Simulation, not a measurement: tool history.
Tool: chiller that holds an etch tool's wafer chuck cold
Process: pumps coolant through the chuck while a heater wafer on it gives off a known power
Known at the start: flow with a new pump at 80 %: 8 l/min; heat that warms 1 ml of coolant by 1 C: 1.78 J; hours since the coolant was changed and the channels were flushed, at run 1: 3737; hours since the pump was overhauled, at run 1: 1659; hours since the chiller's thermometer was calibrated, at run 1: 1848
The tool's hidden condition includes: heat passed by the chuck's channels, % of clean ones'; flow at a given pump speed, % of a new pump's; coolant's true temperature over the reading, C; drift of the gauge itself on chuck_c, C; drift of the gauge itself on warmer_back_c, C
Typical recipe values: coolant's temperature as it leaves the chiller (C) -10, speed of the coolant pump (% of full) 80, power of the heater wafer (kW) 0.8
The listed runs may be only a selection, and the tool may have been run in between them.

run,day,coolant's temperature as it leaves the chiller (C),speed of the coolant pump (% of full),power of the heater wafer (kW),hours since the coolant was changed and the channels were flushed,hours since the pump was overhauled,hours since the chiller's thermometer was calibrated,chuck's temperature once it has settled (C),how much warmer the coolant comes back (C)
1,0,-10,80,0.8,3737,1659,1848,-2.4,3.34
2,3.692,-10,80,0.8,3826,1748,1937,-2.3,3.32
3,8.946,-10,76,0.8,3952,1874,2063,-2,3.52
4,13.179,-10,76,0.8,4054,1976,2164,-2,3.52
5,18.379,-10,76,0.8,4178,2100,2289,-2.1,3.55
6,21.692,-10,76,0.8,4258,2180,2369,-1.9,3.53
7,25.2,-10,76,0.8,4342,2264,2453,-2,3.54
8,28.167,-10,70,0.8,4413,2335,2524,-1.3,3.83
9,32.825,-10,70,0.8,4525,2447,2636,-1.3,3.92
10,35.571,-10,70,0.8,4591,2513,2702,-1.5,3.91
11,40.358,-10,80,0.8,4706,2628,2817,-2.4,3.4
12,44.008,-10,80,0.8,4793,2715,2904,-2.4,3.31
13,47.9,-10,80,0.8,4887,2809,2998,-2.2,3.38
14,51.208,-10,80,0.579,4966,2888,3077,-4.5,2.44
15,55.867,-11,80,0.8,5078,3000,3189,-3.3,3.32
16,60.812,-3,80,0.427,5197,3119,3308,1.1,1.83
# day 61.492: chiller's thermometer calibrated
17,63.458,-3,95,0.771,5259,3181,47,3.6,2.67
18,69.229,-9,80,0.983,5398,3320,186,0.5,4.17
19,72.279,-9,79,1.108,5471,3393,259,1.9,4.79
20,76.104,-18,79,0.595,5563,3485,351,-12.4,2.58
21,79.221,-18,76,0.712,5638,3560,425,-10.8,3.2
22,82.121,-11,76,0.693,5707,3629,495,-4.2,3.13
23,85.279,-10,64,0.993,5783,3705,571,1.3,5.29
24,88.342,-10,64,0.993,5856,3778,644,1.5,5.29
25,92.242,-10,63,0.904,5950,3872,738,0.4,4.94
26,97.392,-14,67,0.666,6074,3996,862,-6.8,3.4
27,101.067,-15,67,0.666,6162,4084,950,-7.7,3.43
28,106.588,-2,75,0.699,6294,4216,1082,5,3.21
29,112.175,-14,75,0.876,6428,4350,1216,-5.2,3.93
30,115.629,-13,72,0.963,6511,4433,1299,-2.9,4.57

3 ways to go on from here, each from the tool as it stands after run 30. What would each give?
A,118.988,-13,97,0.963,6592,4514,1380,?,?
B,118.988,-1,80,0.959,6592,4514,1380,?,?
C,118.988,-4,69,0.963,6592,4514,1380,?,?

run,chuck's temperature once it has settled (C),how much warmer the coolant comes back (C)
A,-5.1,3.33
B,8.2,4.05
C,6.3,4.79
What these runs would have given with no unlogged condition in the tool:
run,chuck's temperature once it has settled (C),how much warmer the coolant comes back (C)
A,-5.1,3.32
B,8.2,4.04
C,6.3,4.79

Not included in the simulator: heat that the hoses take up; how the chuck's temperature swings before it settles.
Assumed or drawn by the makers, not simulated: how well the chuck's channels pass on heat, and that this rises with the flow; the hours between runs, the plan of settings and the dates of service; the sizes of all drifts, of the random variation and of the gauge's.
